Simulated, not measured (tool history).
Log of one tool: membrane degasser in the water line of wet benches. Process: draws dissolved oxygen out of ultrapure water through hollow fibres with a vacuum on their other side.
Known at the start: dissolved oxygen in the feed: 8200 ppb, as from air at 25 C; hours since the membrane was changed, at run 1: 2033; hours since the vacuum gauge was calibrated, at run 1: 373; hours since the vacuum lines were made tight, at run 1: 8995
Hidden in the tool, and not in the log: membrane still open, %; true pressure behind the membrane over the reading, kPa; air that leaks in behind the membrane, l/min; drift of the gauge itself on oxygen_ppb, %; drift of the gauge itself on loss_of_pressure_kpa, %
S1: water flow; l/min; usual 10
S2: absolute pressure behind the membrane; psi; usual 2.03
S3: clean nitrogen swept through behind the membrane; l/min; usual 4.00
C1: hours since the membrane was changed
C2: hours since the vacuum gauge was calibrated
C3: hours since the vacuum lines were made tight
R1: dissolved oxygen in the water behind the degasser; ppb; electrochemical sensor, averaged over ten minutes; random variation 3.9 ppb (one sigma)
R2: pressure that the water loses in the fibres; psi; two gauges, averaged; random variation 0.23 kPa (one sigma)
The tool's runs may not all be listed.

{"run": 1, "hour": 0.0, "S1": 10, "S2": 2.03, "S3": 4.0, "C1": 2033, "C2": 373, "C3": 8995, "R1": 404.2, "R2": 8.567}
{"run": 2, "hour": 76.1, "S1": 7, "S2": 2.03, "S3": 4.0, "C1": 2109, "C2": 449, "C3": 9071, "R1": 229.1, "R2": 5.989}
{"run": 3, "hour": 246.8, "S1": 7, "S2": 2.03, "S3": 4.0, "C1": 2280, "C2": 620, "C3": 9242, "R1": 223.9, "R2": 5.984}
{"run": 4, "hour": 401.1, "S1": 10, "S2": 2.03, "S3": 1.89, "C1": 2434, "C2": 774, "C3": 9396, "R1": 470.5, "R2": 8.528}
{"run": 5, "hour": 589.1, "S1": 10, "S2": 2.57, "S3": 1.89, "C1": 2622, "C2": 962, "C3": 9584, "R1": 529.4, "R2": 8.588}
{"run": 6, "hour": 744.4, "S1": 10, "S2": 2.57, "S3": 1.89, "C1": 2777, "C2": 1118, "C3": 9739, "R1": 514.9, "R2": 8.625}
{"run": 7, "hour": 872.4, "S1": 7, "S2": 2.03, "S3": 4.0, "C1": 2905, "C2": 1246, "C3": 9867, "R1": 232.2, "R2": 6.032}
{"run": 8, "hour": 973.1, "S1": 10, "S2": 1.32, "S3": 4.0, "C1": 3006, "C2": 1346, "C3": 9968, "R1": 376.8, "R2": 8.624}
{"run": 9, "hour": 1122.5, "S1": 6, "S2": 1.32, "S3": 4.0, "C1": 3156, "C2": 1496, "C3": 10117, "R1": 157.2, "R2": 5.178}
{"run": 10, "hour": 1210.3, "S1": 10, "S2": 2.03, "S3": 4.0, "C1": 3243, "C2": 1583, "C3": 10205, "R1": 411.8, "R2": 8.618}
{"run": 11, "hour": 1394.2, "S1": 10, "S2": 2.03, "S3": 5.74, "C1": 3427, "C2": 1767, "C3": 10389, "R1": 394.8, "R2": 8.583}
{"run": 12, "hour": 1552.2, "S1": 13, "S2": 4.73, "S3": 4.0, "C1": 3585, "C2": 1925, "C3": 10547, "R1": 731.1, "R2": 11.211}
{"run": 13, "hour": 1705.6, "S1": 13, "S2": 4.73, "S3": 4.22, "C1": 3739, "C2": 2079, "C3": 10700, "R1": 724.1, "R2": 11.162}
{"run": 14, "hour": 1793.3, "S1": 13, "S2": 4.73, "S3": 4.22, "C1": 3826, "C2": 2166, "C3": 10788, "R1": 719.6, "R2": 11.24}
{"run": 15, "hour": 1891.2, "S1": 9, "S2": 1.71, "S3": 10.66, "C1": 3924, "C2": 2264, "C3": 10886, "R1": 313.4, "R2": 7.777}
{"run": 16, "hour": 2007.3, "S1": 10, "S2": 2.03, "S3": 1.9, "C1": 4040, "C2": 2380, "C3": 11002, "R1": 479.8, "R2": 8.699}
{"run": 17, "hour": 2153.3, "S1": 13, "S2": 2.03, "S3": 8.85, "C1": 4186, "C2": 2526, "C3": 11148, "R1": 558.6, "R2": 11.272}
{"run": 18, "hour": 2306.4, "S1": 13, "S2": 2.03, "S3": 8.85, "C1": 4339, "C2": 2680, "C3": 11301, "R1": 555.6, "R2": 11.265}
{"run": 19, "hour": 2402.1, "S1": 11, "S2": 1.68, "S3": 11.8, "C1": 4435, "C2": 2775, "C3": 11397, "R1": 429.6, "R2": 9.512}
{"run": 20, "hour": 2479.4, "S1": 10, "S2": 1.94, "S3": 4.45, "C1": 4512, "C2": 2853, "C3": 11474, "R1": 404.7, "R2": 8.607}
{"run": 21, "hour": 2571.0, "S1": 9, "S2": 1.94, "S3": 4.45, "C1": 4604, "C2": 2944, "C3": 11566, "R1": 343.2, "R2": 7.712}

5 ways to go on from here, each from the tool as it stands after run 21. What would each give?
{"run": "A", "hour": 2695.4, "S1": 7, "S2": 1.81, "S3": 1.73, "C1": 4728, "C2": 3069, "C3": 11690, "R1": "?", "R2": "?"}
{"run": "B", "hour": 2695.4, "S1": 10, "S2": 3.63, "S3": 4.0, "C1": 4728, "C2": 3069, "C3": 11690, "R1": "?", "R2": "?"}
{"run": "C", "hour": 2695.4, "S1": 14, "S2": 2.03, "S3": 6.67, "C1": 4728, "C2": 3069, "C3": 11690, "R1": "?", "R2": "?"}
{"run": "D", "hour": 2695.4, "S1": 9, "S2": 1.94, "S3": 8.06, "C1": 4728, "C2": 3069, "C3": 11690, "R1": "?", "R2": "?"}
{"run": "E", "hour": 2695.4, "S1": 10, "S2": 2.03, "S3": 3.36, "C1": 4728, "C2": 3069, "C3": 11690, "R1": "?", "R2": "?"}

run=A R1=284.9 R2=6.067
run=B R1=487.7 R2=8.627
run=C R1=634.4 R2=12.154
run=D R1=321.3 R2=7.757
run=E R1=434.4 R2=8.588
Without the tool's hidden state the same runs would have given:
run=A R1=261.8 R2=5.942
run=B R1=456.6 R2=8.448
run=C R1=600.4 R2=11.906
run=D R1=299.4 R2=7.597
run=E R1=406.4 R2=8.411
